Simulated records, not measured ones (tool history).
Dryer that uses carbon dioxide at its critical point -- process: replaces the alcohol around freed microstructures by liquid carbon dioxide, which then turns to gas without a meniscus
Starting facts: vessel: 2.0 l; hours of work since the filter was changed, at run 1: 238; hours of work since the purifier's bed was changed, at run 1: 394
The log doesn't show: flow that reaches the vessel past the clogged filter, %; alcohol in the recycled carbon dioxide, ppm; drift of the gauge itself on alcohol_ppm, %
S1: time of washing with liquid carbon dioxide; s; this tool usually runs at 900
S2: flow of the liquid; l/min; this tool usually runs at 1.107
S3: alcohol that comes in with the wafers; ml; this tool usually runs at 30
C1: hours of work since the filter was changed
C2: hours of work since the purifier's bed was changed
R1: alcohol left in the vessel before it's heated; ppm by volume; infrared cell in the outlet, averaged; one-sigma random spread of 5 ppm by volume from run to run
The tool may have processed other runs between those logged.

run    hour    S1     S2  S3   C1   C2    R1
  1     0.0   900  1.107  30  238  394   195
  2    50.4   900  1.107  30  271  426   212
  3    79.5   900  0.780  30  290  445   394
  4   111.1   900  0.770  30  310  466   438
  5   146.9   900  0.770  30  333  489   444
  6   193.7   900  0.770  30  364  519   462
      228.0  -- inlet filter changed
  7   236.9   900  0.770  30    6  546   385
  8   284.5   900  0.770  30   37  577   375
  9   308.7   900  0.770  30   52  593   392
 10   357.0   900  0.770  30   83  624   415
 11   394.3   900  1.080  30  108  648   292
      406.0  -- purifier's bed changed
 12   454.5   900  1.080  40  145   31    45
 13   512.2   900  1.080  40  182   69    72
 14   556.6   900  1.080  40  211   97    93
 15   609.7   900  1.080  40  245  132   101
 16   645.6   540  1.110  40  268  155   524
 17   702.5   540  1.110  40  305  192   557
 18   733.4   540  1.110  40  325  212   577
 19   781.5   540  1.110  40  356  243   609
      827.0  -- inlet filter changed
 20   833.1  1200  0.830  62    4  276   150
 21   871.7   900  0.760  74   29  301   519
 22   924.2   900  1.200  30   63  335   149
 23   974.0   840  1.360  88   95  367   178
 24  1011.8   720  1.107  37  120  392   249
 25  1069.3  1020  1.410  61  157  429   176
 26  1108.1   960  0.680  37  182  454   493
 27  1139.3   660  0.800  79  202  474  1588
 28  1178.6   660  1.300  79  228  499   354

Entry by entry between the runs, the difference in hidden state between the last listed run before and the first listed run after:
Runs 6 to 7: inlet filter changed (hour 228.0)
  flow that reaches the vessel past the clogged filter, %: 87.7 -> 99.3; alcohol in the recycled carbon dioxide, ppm: 222.1 -> 232.1
  measured minus no-state result, R1: +323 -> +232 ppm by volume
Runs 11 to 12: purifier's bed changed (hour 406.0)
  flow that reaches the vessel past the clogged filter, %: 96.1 -> 95; alcohol in the recycled carbon dioxide, ppm: 272.6 -> 18
  measured minus no-state result, R1: +273 -> +22 ppm by volume
Runs 19 to 20: inlet filter changed (hour 827.0)
  flow that reaches the vessel past the clogged filter, %: 88.2 -> 99.9; alcohol in the recycled carbon dioxide, ppm: 103.5 -> 116.7
  measured minus no-state result, R1: +297 -> +112 ppm by volume

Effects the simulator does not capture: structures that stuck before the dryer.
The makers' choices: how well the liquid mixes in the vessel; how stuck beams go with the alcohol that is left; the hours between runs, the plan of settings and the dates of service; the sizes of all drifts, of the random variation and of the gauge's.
